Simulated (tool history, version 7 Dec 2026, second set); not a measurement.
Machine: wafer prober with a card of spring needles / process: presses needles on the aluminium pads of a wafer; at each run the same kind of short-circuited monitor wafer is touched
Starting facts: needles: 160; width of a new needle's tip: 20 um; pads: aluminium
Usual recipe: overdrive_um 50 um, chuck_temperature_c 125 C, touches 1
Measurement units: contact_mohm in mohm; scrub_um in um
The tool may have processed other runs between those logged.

Run 1, hour 0: usual settings. Result: contact_mohm 435 mohm, scrub_um 13.57 um.
At hour 3.8: tips cleaned on abrasive film.
At hour 28.4: tips cleaned on abrasive film.
Run 2, hour 49.8: usual settings. Result: contact_mohm 445 mohm, scrub_um 13.61 um.
At hour 52.6: tips cleaned on abrasive film.
Run 3, hour 70.9: usual settings but chuck_temperature_c 44 C. Result: contact_mohm 436 mohm, scrub_um 13.56 um.
At hour 77.3: tips cleaned on abrasive film.
Run 4, hour 97.6: usual settings. Result: contact_mohm 437 mohm, scrub_um 13.56 um.
At hour 101.7: tips cleaned on abrasive film.
At hour 126.7: tips cleaned on abrasive film.
Run 5, hour 141.1: usual settings but chuck_temperature_c 42 C. Result: contact_mohm 430 mohm, scrub_um 13.58 um.
At hour 154.5: tips cleaned on abrasive film.
Run 6, hour 171.9: usual settings. Result: contact_mohm 429 mohm, scrub_um 13.61 um.
At hour 179: tips cleaned on abrasive film.
At hour 204.9: tips cleaned on abrasive film.
Run 7, hour 221.5: usual settings. Result: contact_mohm 434 mohm, scrub_um 13.49 um.
At hour 231.4: tips cleaned on abrasive film.
Run 8, hour 250.2: usual settings. Result: contact_mohm 438 mohm, scrub_um 13.43 um.
At hour 256.1: tips cleaned on abrasive film.
Run 9, hour 277.9: usual settings. Result: contact_mohm 449 mohm, scrub_um 13.4 um.
At hour 281.6: tips cleaned on abrasive film.
At hour 306.1: tips cleaned on abrasive film.
Run 10, hour 319.3: usual settings. Result: contact_mohm 418 mohm, scrub_um 13.42 um.
At hour 332.1: tips cleaned on abrasive film.
At hour 358: tips cleaned on abrasive film.
Run 11, hour 360.8: usual settings but overdrive_um 65 um. Result: contact_mohm 275 mohm, scrub_um 17.43 um.
At hour 383.6: tips cleaned on abrasive film.
Run 12, hour 406: usual settings. Result: contact_mohm 443 mohm, scrub_um 13.41 um.
At hour 408.2: tips cleaned on abrasive film.
At hour 434.2: tips cleaned on abrasive film.
Run 13, hour 434.2: usual settings but overdrive_um 32 um. Result: contact_mohm 303 mohm, scrub_um 8.47 um.
At hour 437.9: height of the first contact set anew.
At hour 459.7: tips cleaned on abrasive film.
Run 14, hour 475.5: usual settings but overdrive_um 32 um. Result: contact_mohm 727 mohm, scrub_um 8.19 um.
At hour 483.9: tips cleaned on abrasive film.
At hour 510.6: tips cleaned on abrasive film.
Run 15, hour 522.4: usual settings but chuck_temperature_c 101 C. Result: contact_mohm 419 mohm, scrub_um 13.2 um.

Estimate the outcome of run 16 from the log above:
At hour 534.9: tips cleaned on abrasive film.
Run 16, hour 557.7: usual settings but chuck_temperature_c 101 C. Result: contact_mohm ?, scrub_um ?.

contact_mohm: 474 mohm
scrub_um: 13.08 um
Had the tool carried no hidden state, the very same run would have given contact_mohm 240 mohm, scrub_um 13.6 um.

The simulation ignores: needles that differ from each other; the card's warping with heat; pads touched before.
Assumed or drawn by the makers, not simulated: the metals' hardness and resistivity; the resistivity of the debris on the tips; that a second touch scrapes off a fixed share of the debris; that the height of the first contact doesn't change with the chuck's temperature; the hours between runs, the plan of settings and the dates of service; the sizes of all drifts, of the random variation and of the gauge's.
